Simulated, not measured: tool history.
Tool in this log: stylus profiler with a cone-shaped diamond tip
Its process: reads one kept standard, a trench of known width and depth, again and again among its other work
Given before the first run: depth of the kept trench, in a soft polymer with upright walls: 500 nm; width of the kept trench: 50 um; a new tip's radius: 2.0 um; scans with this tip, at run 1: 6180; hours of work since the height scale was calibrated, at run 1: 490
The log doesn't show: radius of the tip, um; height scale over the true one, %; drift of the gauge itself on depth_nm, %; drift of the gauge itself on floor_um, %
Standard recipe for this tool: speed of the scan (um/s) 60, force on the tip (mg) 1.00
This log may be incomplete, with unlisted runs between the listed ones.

| run | hour | speed of the scan (um/s) | force on the tip (mg) | scans with this tip | hours of work since the height scale was calibrated | depth of the trench (Å) | width of the trench's floor (um) |
|---|---|---|---|---|---|---|---|
| 1 | 0.0 | 60 | 1.00 | 6180 | 490 | 5030.7 | 46.44 |
| 2 | 25.9 | 60 | 1.00 | 6322 | 502 | 5030.5 | 46.44 |
| 3 | 65.4 | 60 | 1.00 | 6539 | 519 | 5030.6 | 46.47 |
| 4 | 107.6 | 60 | 1.00 | 6770 | 537 | 5032.5 | 46.36 |
| 5 | 147.5 | 60 | 1.00 | 6989 | 554 | 5031.2 | 46.36 |
| 6 | 181.4 | 60 | 1.00 | 7175 | 569 | 5030.0 | 46.39 |
| 7 | 225.0 | 60 | 1.70 | 7414 | 588 | 5047.5 | 46.37 |
| 8 | 275.6 | 69 | 1.45 | 7691 | 610 | 5040.3 | 46.25 |
| 9 | 323.8 | 89 | 1.49 | 7956 | 631 | 5041.5 | 46.21 |
| 10 | 352.1 | 62 | 0.98 | 8111 | 644 | 5028.7 | 46.26 |
| 11 | 388.6 | 190 | 2.14 | 8311 | 659 | 5054.1 | 46.01 |
| 12 | 433.2 | 124 | 1.20 | 8556 | 679 | 5034.5 | 46.09 |
| 13 | 485.3 | 80 | 0.67 | 8842 | 701 | 5018.3 | 46.02 |

Measured minus without-hidden-state, run by run (identical run-to-run variation in each term; gauge scatter may differ):
| run | depth of the trench (Å) | width of the trench's floor (um) |
|---|---|---|
| 1 | -7.9 | -0.75 |
| 2 | -8.1 | -0.76 |
| 3 | -8.3 | -0.79 |
| 4 | -8.5 | -0.81 |
| 5 | -8.8 | -0.85 |
| 6 | -9.0 | -0.86 |
| 7 | -9.3 | -0.89 |
| 8 | -9.6 | -0.91 |
| 9 | -9.9 | -0.94 |
| 10 | -10.0 | -0.97 |
| 11 | -10.3 | -0.99 |
| 12 | -10.5 | -1.01 |
| 13 | -10.8 | -1.04 |
